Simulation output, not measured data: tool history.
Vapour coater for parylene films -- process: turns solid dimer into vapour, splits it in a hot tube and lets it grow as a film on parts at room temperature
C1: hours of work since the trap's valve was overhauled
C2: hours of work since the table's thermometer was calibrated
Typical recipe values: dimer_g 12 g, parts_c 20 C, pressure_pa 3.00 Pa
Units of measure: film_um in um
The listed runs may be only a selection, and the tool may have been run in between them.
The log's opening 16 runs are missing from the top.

{"run": 17, "hour": 1050.3, "dimer_g": 12, "parts_c": 15, "pressure_pa": 2.67, "C1": 258, "C2": 247, "film_um": 9.76}
{"run": 18, "hour": 1100.2, "dimer_g": 12, "parts_c": 15, "pressure_pa": 2.67, "C1": 302, "C2": 290, "film_um": 9.71}
{"run": 19, "hour": 1163.5, "dimer_g": 12, "parts_c": 13, "pressure_pa": 3.0, "C1": 357, "C2": 346, "film_um": 10.21}
{"run": 20, "hour": 1242.9, "dimer_g": 15, "parts_c": 24, "pressure_pa": 3.18, "C1": 427, "C2": 415, "film_um": 8.31}
{"run": 21, "hour": 1316.3, "dimer_g": 13, "parts_c": 13, "pressure_pa": 5.66, "C1": 491, "C2": 480, "film_um": 9.72}
{"run": 22, "hour": 1389.3, "dimer_g": 13, "parts_c": 13, "pressure_pa": 5.66, "C1": 555, "C2": 544, "film_um": 9.58}
{"hour": 1409.9, "done": "trap's valve overhauled"}
{"run": 23, "hour": 1446.0, "dimer_g": 13, "parts_c": 13, "pressure_pa": 5.66, "C1": 32, "C2": 590, "film_um": 10.1}
{"run": 24, "hour": 1495.2, "dimer_g": 13, "parts_c": 13, "pressure_pa": 5.66, "C1": 75, "C2": 633, "film_um": 10.03}
{"run": 25, "hour": 1552.9, "dimer_g": 13, "parts_c": 13, "pressure_pa": 5.66, "C1": 125, "C2": 684, "film_um": 9.91}
{"run": 26, "hour": 1636.5, "dimer_g": 13, "parts_c": 13, "pressure_pa": 5.66, "C1": 199, "C2": 757, "film_um": 9.86}
{"run": 27, "hour": 1675.5, "dimer_g": 13, "parts_c": 13, "pressure_pa": 5.66, "C1": 233, "C2": 791, "film_um": 9.86}
{"run": 28, "hour": 1751.8, "dimer_g": 14, "parts_c": 13, "pressure_pa": 5.37, "C1": 300, "C2": 858, "film_um": 10.73}
{"run": 29, "hour": 1792.2, "dimer_g": 15, "parts_c": 31, "pressure_pa": 2.36, "C1": 335, "C2": 893, "film_um": 6.84}
{"run": 30, "hour": 1864.0, "dimer_g": 15, "parts_c": 18, "pressure_pa": 4.47, "C1": 398, "C2": 956, "film_um": 9.64}

Branching from run 30: 4 alternative next runs. What would each branch give?
{"run": "A", "hour": 1938.0, "dimer_g": 12, "parts_c": 18, "pressure_pa": 4.47, "C1": 463, "C2": 1021, "film_um": "?"}
{"run": "B", "hour": 1938.0, "dimer_g": 12, "parts_c": 17, "pressure_pa": 3.1, "C1": 463, "C2": 1021, "film_um": "?"}
{"run": "C", "hour": 1938.0, "dimer_g": 18, "parts_c": 18, "pressure_pa": 7.94, "C1": 463, "C2": 1021, "film_um": "?"}
{"run": "D", "hour": 1938.0, "dimer_g": 7, "parts_c": 18, "pressure_pa": 5.0, "C1": 463, "C2": 1021, "film_um": "?"}

run=A film_um=7.71
run=B film_um=8.54
run=C film_um=10.44
run=D film_um=4.41
Had the tool no hidden state, the same runs would have come out as:
run=A film_um=8.16
run=B film_um=9.04
run=C film_um=11.05
run=D film_um=4.66
